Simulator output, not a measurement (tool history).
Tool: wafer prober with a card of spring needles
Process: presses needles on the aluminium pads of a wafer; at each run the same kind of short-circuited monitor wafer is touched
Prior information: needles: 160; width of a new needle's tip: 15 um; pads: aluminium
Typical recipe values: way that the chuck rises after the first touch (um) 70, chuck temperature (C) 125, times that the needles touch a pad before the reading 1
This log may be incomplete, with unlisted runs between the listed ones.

run,day,way that the chuck rises after the first touch (um),chuck temperature (C),times that the needles touch a pad before the reading,resistance of one needle with its contact and lead (mohm),way that a needle slides on the pad (um)
1,0.000,70,125,1,263,17.15
# day 0.138: tips cleaned on abrasive film
# day 0.412: tips cleaned on abrasive film
# day 0.688: tips cleaned on abrasive film
# day 0.958: tips cleaned on abrasive film
# day 1.233: tips cleaned on abrasive film
2,1.296,70,125,1,269,17.17
# day 1.571: tips cleaned on abrasive film
# day 1.912: tips cleaned on abrasive film
# day 2.188: tips cleaned on abrasive film
# day 2.200: height of the first contact set anew
# day 2.471: tips cleaned on abrasive film
# day 2.767: tips cleaned on abrasive film
3,2.767,70,125,1,261,17.15
# day 3.096: tips cleaned on abrasive film
# day 3.433: tips cleaned on abrasive film
4,3.542,70,125,1,260,17.18
# day 3.750: tips cleaned on abrasive film
# day 4.025: tips cleaned on abrasive film
5,4.283,70,125,1,261,17.12
# day 4.358: tips cleaned on abrasive film
# day 4.629: tips cleaned on abrasive film
# day 4.904: tips cleaned on abrasive film
6,5.154,88,125,1,266,21.61
# day 5.217: tips cleaned on abrasive film
# day 5.554: tips cleaned on abrasive film
# day 5.829: tips cleaned on abrasive film
7,5.950,70,125,1,259,17.17
# day 6.158: tips cleaned on abrasive film
# day 6.433: tips cleaned on abrasive film
# day 6.767: tips cleaned on abrasive film
8,6.912,70,125,2,260,17.21
# day 7.054: tips cleaned on abrasive film
# day 7.329: tips cleaned on abrasive film
# day 7.600: tips cleaned on abrasive film
# day 7.942: tips cleaned on abrasive film
# day 8.217: tips cleaned on abrasive film
9,8.346,68,41,1,244,16.68
# day 8.554: tips cleaned on abrasive film
# day 8.825: tips cleaned on abrasive film
# day 9.162: tips cleaned on abrasive film
# day 9.438: tips cleaned on abrasive film
10,9.633,68,41,1,236,16.69
# day 9.775: tips cleaned on abrasive film
# day 10.046: tips cleaned on abrasive film
# day 10.321: tips cleaned on abrasive film
# day 10.596: tips cleaned on abrasive film
11,10.675,77,41,2,238,18.90
# day 10.879: tips cleaned on abrasive film
# day 11.154: tips cleaned on abrasive film
# day 11.429: tips cleaned on abrasive film
# day 11.700: tips cleaned on abrasive film
12,11.721,54,80,2,251,13.35
# day 11.996: tips cleaned on abrasive film
# day 12.271: tips cleaned on abrasive film
13,12.488,54,80,2,249,13.34
# day 12.558: tips cleaned on abrasive film
# day 12.829: tips cleaned on abrasive film
# day 13.171: tips cleaned on abrasive film
# day 13.446: tips cleaned on abrasive film
14,13.683,77,94,1,255,19.06

Selected run-to-run steps in way that a needle slides on the pad (um), each split into two signed amounts: the part the tool would show with no hidden state at all (from settings, incoming material and random variation), and the remainder, which goes to the hidden state together with any gauge scatter not common to the measured and the hidden-state-free results:
The hidden state here: debris on the tips, nm; way that the needles fall short of the set height, um; tips' diameter, um; drift of the gauge itself on contact_mohm, %; drift of the gauge itself on scrub_um, %.
Run 13 -> 14: way that the chuck rises after the first touch (um) 54 -> 77, chuck temperature (C) 80 -> 94, times that the needles touch a pad before the reading 2 -> 1, tips cleaned on abrasive film, tips cleaned on abrasive film, tips cleaned on abrasive film, tips cleaned on abrasive film. way that a needle slides on the pad (um) +5.72: hidden state +0.09, all else +5.63.

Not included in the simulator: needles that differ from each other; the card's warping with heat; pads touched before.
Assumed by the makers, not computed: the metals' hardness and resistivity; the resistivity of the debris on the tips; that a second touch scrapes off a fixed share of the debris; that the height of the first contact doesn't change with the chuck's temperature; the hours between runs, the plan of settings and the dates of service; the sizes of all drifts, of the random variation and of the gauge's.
